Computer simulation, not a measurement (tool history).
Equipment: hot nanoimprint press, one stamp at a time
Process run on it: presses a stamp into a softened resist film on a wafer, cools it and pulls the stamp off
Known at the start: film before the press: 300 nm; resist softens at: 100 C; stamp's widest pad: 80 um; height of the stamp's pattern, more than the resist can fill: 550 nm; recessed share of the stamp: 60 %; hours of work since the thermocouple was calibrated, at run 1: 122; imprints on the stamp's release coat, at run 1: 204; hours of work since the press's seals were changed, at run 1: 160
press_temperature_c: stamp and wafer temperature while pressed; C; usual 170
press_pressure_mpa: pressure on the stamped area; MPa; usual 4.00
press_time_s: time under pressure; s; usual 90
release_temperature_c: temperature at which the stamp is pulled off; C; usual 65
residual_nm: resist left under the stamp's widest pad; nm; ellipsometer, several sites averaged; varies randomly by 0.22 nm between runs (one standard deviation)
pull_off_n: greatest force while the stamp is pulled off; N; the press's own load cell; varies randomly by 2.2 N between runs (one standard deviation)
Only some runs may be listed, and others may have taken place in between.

run   hour  press_temperature_c  press_pressure_mpa  press_time_s  release_temperature_c  hours of work since the thermocouple was calibrated  imprints on the stamp's release coat  hours of work since the press's seals were changed  residual_nm  pull_off_n
  1    0.0                  170                4.00            90                     65                                                  122                                   204                                                 160        165.3         224
  2   34.2                  170                4.00            90                     65                                                  142                                   326                                                 180        165.3         226
  3   52.0                  176                4.00            90                     65                                                  152                                   389                                                 190        131.9         224
  4   73.2                  176                4.00            90                     65                                                  164                                   465                                                 203        131.9         225
  5  104.6                  176                4.00            90                     65                                                  182                                   577                                                 221        131.8         225
  6  120.3                  176                4.00            90                     65                                                  191                                   633                                                 230        132.0         223
  7  157.1                  176                4.00            90                     65                                                  212                                   763                                                 251        131.6         225
  8  173.8                  176                4.00            90                     65                                                  222                                   823                                                 260        131.7         222
     200.4  -- stamp cleaned and given a new release coat
  9  209.5                  176                4.00            90                     65                                                  239                                    32                                                 277        131.9         225
 10  239.3                  159                3.06            46                     65                                                  256                                   138                                                 295        271.8         222
 11  259.5                  159                3.06            46                     65                                                  268                                   210                                                 306        272.3         224
 12  292.5                  170                4.00            90                     59                                                  287                                   328                                                 325        164.8         241
 13  313.5                  170                4.00            90                     59                                                  299                                   403                                                 337        164.6         241
 14  340.0                  170                4.00            90                     59                                                  314                                   497                                                 352        164.1         245
     363.5  -- plate thermocouple calibrated
 15  366.4                  173                2.92            80                     65                                                    2                                   580                                                 366        178.2         226
 16  396.8                  173                2.92            80                     65                                                   19                                   688                                                 383        178.3         223

Predict each of these 3 candidate next runs independently; none follows another, all start after run 16:
  A  433.7                  170                2.74            90                     65                                                   40                                   820                                                 405            ?           ?
  B  433.7                  170                5.20            90                     65                                                   40                                   820                                                 405            ?           ?
  C  433.7                  170                4.00           175                     65                                                   40                                   820                                                 405            ?           ?

run  residual_nm  pull_off_n
  A        194.9         224
  B        143.6         226
  C        133.2         225
Take away the tool's hidden state, keep each run's random variation, and the runs would have read:
run  residual_nm  pull_off_n
  A        196.3         223
  B        144.6         225
  C        134.2         224
